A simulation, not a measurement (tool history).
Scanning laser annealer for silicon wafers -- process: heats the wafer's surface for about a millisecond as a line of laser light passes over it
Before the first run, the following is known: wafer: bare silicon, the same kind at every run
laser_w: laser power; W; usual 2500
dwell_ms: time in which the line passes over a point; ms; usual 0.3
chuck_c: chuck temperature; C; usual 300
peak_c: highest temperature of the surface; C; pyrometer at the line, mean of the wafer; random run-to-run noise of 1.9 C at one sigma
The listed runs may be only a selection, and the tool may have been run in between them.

{"run": 1, "hour": 0.0, "laser_w": 2500, "dwell_ms": 0.3, "chuck_c": 300, "peak_c": 1067}
{"run": 2, "hour": 18.8, "laser_w": 2500, "dwell_ms": 0.3, "chuck_c": 300, "peak_c": 1065}
{"run": 3, "hour": 40.0, "laser_w": 2500, "dwell_ms": 0.3, "chuck_c": 300, "peak_c": 1062}
{"run": 4, "hour": 64.0, "laser_w": 2500, "dwell_ms": 0.3, "chuck_c": 300, "peak_c": 1057}
{"run": 5, "hour": 81.1, "laser_w": 2500, "dwell_ms": 0.3, "chuck_c": 308, "peak_c": 1067}
{"hour": 91.2, "done": "optics aligned, line set to its width"}
{"run": 6, "hour": 102.0, "laser_w": 2500, "dwell_ms": 0.3, "chuck_c": 308, "peak_c": 1074}
{"run": 7, "hour": 122.2, "laser_w": 2500, "dwell_ms": 0.3, "chuck_c": 266, "peak_c": 1033}
{"run": 8, "hour": 149.5, "laser_w": 2500, "dwell_ms": 0.3, "chuck_c": 300, "peak_c": 1062}
{"run": 9, "hour": 177.4, "laser_w": 2525, "dwell_ms": 0.232, "chuck_c": 300, "peak_c": 989}
{"run": 10, "hour": 190.7, "laser_w": 2525, "dwell_ms": 0.232, "chuck_c": 300, "peak_c": 987}
{"run": 11, "hour": 209.2, "laser_w": 2631, "dwell_ms": 0.343, "chuck_c": 278, "peak_c": 1139}
{"run": 12, "hour": 233.3, "laser_w": 2413, "dwell_ms": 0.3, "chuck_c": 312, "peak_c": 1032}
{"run": 13, "hour": 258.1, "laser_w": 2413, "dwell_ms": 0.3, "chuck_c": 312, "peak_c": 1033}
{"run": 14, "hour": 270.7, "laser_w": 2413, "dwell_ms": 0.3, "chuck_c": 312, "peak_c": 1032}
{"run": 15, "hour": 287.0, "laser_w": 2500, "dwell_ms": 0.321, "chuck_c": 316, "peak_c": 1090}
{"run": 16, "hour": 314.6, "laser_w": 2500, "dwell_ms": 0.321, "chuck_c": 316, "peak_c": 1085}

Selected run-to-run steps in peak_c, each split into two signed amounts: the part the tool would show with no hidden state at all (from settings, incoming material and random variation), and the remainder, which goes to the hidden state together with any gauge scatter not common to the measured and the hidden-state-free results:
The tool's hidden condition here consists of: light that passes the window, % of a clean one's; laser's true power over the reading, %; width of the line over the set one, %; drift of the gauge itself on peak_c, C.
Run 5 -> 6: optics aligned, line set to its width. peak_c +7 C: hidden state +11, all else -4.
Run 10 -> 11: laser_w 2525 -> 2631, dwell_ms 0.232 -> 0.343, chuck_c 300 -> 278. peak_c +152 C: hidden state -10, all else +162.
